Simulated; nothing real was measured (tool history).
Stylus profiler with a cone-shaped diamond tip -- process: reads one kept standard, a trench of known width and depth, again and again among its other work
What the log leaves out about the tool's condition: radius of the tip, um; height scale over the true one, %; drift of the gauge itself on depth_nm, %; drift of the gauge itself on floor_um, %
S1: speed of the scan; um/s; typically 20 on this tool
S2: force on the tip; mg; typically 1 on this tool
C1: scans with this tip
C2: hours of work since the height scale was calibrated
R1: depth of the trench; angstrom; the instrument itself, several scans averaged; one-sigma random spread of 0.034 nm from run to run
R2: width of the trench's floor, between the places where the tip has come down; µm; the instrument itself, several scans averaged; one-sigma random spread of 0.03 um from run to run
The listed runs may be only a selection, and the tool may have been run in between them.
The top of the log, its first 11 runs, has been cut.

run   hour  S1    S2    C1   C2      R1     R2
 12  123.2  17     1   555  114  2005.9  48.12
 13  131.4  17  2.64   581  119  2011.4  48.11
 14  139.1  17  2.64   605  124  2011.5  48.06
 15  148.4  17  2.64   634  130  2011.2   48.1
 16  162.7  17  1.61   679  140    2008  48.11
 17  171.1  17  1.61   706  145  2007.2   48.1
 18  186.9  11  1.25   756  155  2006.7  48.15
 19  195.2   9  0.94   782  161  2005.2  48.12
 20  204.1  45  0.94   810  166  2005.1  47.99
 21    211  29  2.93   831  171    2012  48.07
 22    222  29  2.93   866  178  2012.7  48.09
 23  231.8  37  0.35   897  184  2002.5  47.82
 24  244.9  20  0.46   938  193  2002.9  47.98
 25  256.5  20   1.4   975  200  2007.4  48.07
 26  263.7  45  0.54   998  205  2003.4  47.85
 27  274.4  45  0.54  1031  212  2003.3  47.88
 28    282  14  0.43  1055  217  2003.2     48
 29  291.3  15  0.77  1084  223  2004.4  48.03
 30    298   6   0.8  1105  227  2004.7   48.1
 31  312.7  11  0.67  1152  237  2003.6  48.08
 32  326.2   9  1.23  1194  245  2006.1  48.07

Below are 3 alternative next runs, each starting from the tool's condition after run 32. Predict each:
  A  342.4  12  1.23  1245  256   ?   ?
  B  342.4   6  2.24  1245  256   ?   ?
  C  342.4   8  0.53  1245  256   ?   ?

run      R1     R2
  A  2005.9  48.09
  B  2010.1  48.12
  C  2003.4  48.07
Without the tool's unlogged condition, the same runs would have read:
run      R1     R2
  A  2006.9  48.24
  B  2011.1  48.27
  C  2004.4  48.22
